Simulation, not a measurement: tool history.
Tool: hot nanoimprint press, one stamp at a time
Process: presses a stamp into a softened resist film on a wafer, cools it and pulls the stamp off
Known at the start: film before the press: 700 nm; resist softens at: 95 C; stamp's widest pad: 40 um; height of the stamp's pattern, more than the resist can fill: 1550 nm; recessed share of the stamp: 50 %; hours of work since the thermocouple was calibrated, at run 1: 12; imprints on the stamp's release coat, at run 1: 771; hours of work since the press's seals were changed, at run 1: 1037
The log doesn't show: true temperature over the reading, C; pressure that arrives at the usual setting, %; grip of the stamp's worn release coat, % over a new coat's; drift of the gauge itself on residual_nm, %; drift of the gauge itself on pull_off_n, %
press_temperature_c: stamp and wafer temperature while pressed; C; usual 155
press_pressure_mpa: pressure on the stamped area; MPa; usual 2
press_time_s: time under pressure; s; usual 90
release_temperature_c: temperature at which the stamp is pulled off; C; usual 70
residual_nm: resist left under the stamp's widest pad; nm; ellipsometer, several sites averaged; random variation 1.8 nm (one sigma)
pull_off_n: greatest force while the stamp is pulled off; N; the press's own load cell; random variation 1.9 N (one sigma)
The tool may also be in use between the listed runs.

run    hour  press_temperature_c  press_pressure_mpa  press_time_s  release_temperature_c  hours of work since the thermocouple was calibrated  imprints on the stamp's release coat  hours of work since the press's seals were changed  residual_nm  pull_off_n
  1       0                  155                   2            90                     70                                                   12                                   771                                                1037        302.7         165
       48.7  -- stamp cleaned and given a new release coat
  2    51.1                  155                   2            90                     70                                                   42                                    10                                                1067        301.4         146
  3    87.9                  155                   2           173                     70                                                   66                                   155                                                1091        233.5         152
  4   141.8                  155                   2           173                     70                                                  102                                   366                                                1127        237.1         157
  5   165.8                  155                2.12            90                     70                                                  118                                   461                                                1143        302.9         164
  6   192.7                  155                2.12            90                     70                                                  136                                   566                                                1161        302.4         161
  7   244.8                  155                2.12            90                     70                                                  170                                   771                                                1195        305.3         170
  8   284.4                  155                2.12            90                     70                                                  196                                   927                                                1221        307.5         173
      295.5  -- stamp cleaned and given a new release coat
  9   324.7                  155                   2            90                     58                                                  219                                   115                                                1244        318.4         195
 10   347.1                  149                   2            90                     70                                                  234                                   203                                                1259        420.1         150
      359.1  -- press's hydraulic seals changed and the load cell set to zero
 11   389.2                  149                   2            90                     70                                                  257                                   337                                                  20        415.2         158
 12   429.5                  149                   2            90                     70                                                  283                                   495                                                  47        421.3         163
 13   483.9                  149                   2            90                     70                                                  319                                   709                                                  83        423.9         167
 14   522.6                  155                   2            90                     70                                                  345                                   861                                                 109        316.3         175
        548  -- stamp cleaned and given a new release coat
 15   557.4                  159                   2            90                     70                                                  364                                    36                                                 128        260.7         154
      564.9  -- plate thermocouple calibrated
 16   594.5                  147                   2            90                     70                                                   20                                   170                                                 150        483.7         159
 17   645.8                  147                   2            90                     70                                                   54                                   372                                                 184        489.6         164
      662.3  -- plate thermocouple calibrated, once more
 18   674.6                  155                1.78            73                     69                                                    8                                   473                                                 201        337.3         163
 19   698.7                  146                2.43           105                     69                                                   24                                   568                                                 217        408.5         164
 20   728.7                  164                2.43            77                     69                                                   44                                   686                                                 237        188.1         166
 21   765.9                  155                2.29            58                     70                                                   69                                   832                                                 262        334.9         170
        799  -- stamp cleaned and given a new release coat
 22   820.6                  157                 2.8           142                     60                                                  101                                    85                                                 294        193.2         186
 23   850.1                  157                 2.8           142                     60                                                  121                                   201                                                 314        194.7         191
 24   873.1                  157                 2.9            94                     60                                                  136                                   291                                                 329        230.4         194
 25   912.9                  165                 2.9            94                     71                                                  162                                   447                                                 355        154.5         155
 26   957.5                  155                1.59            90                     72                                                  192                                   623                                                 385        339.9         155
 27   998.7                  155                2.47           162                     64                                                  219                                   784                                                 412        221.8         194
     1043.5  -- stamp cleaned and given a new release coat
 28  1043.5                  155                   2            90                     60                                                  245                                     0                                                 438        316.2         183
 29  1095.6                  145                1.75            99                     61                                                  279                                   205                                                 473        503.4         187

Measured less the same run without the tool's hidden state. The same run-to-run variation is in both; the gauge's scatter may not be:
run  residual_nm  pull_off_n
  1         +8.7         +20
  2        +10.6          +2
  3        +10.3          +5
  4        +12.4         +11
  5        +16.2         +14
  6        +17.3         +17
  7        +19.8         +23
  8        +21.7         +28
  9        +23.3          +8
 10        +28.8          +9
 11        +22.9         +13
 12        +25.5         +18
 13        +28.5         +24
 14          +25         +28
 15        +21.7          +7
 16        +53.4         +14
 17        +56.4         +20
 18         +3.7         +13
 19         +6.3         +15
 20         +4.1         +19
 21         +8.4         +23
 22         +7.4          +4
 23         +8.5          +8
 24        +10.7         +12
 25         +7.8         +14
 26        +16.3         +18
 27        +14.7         +27
 28        +20.1          +4
 29        +26.7         +10

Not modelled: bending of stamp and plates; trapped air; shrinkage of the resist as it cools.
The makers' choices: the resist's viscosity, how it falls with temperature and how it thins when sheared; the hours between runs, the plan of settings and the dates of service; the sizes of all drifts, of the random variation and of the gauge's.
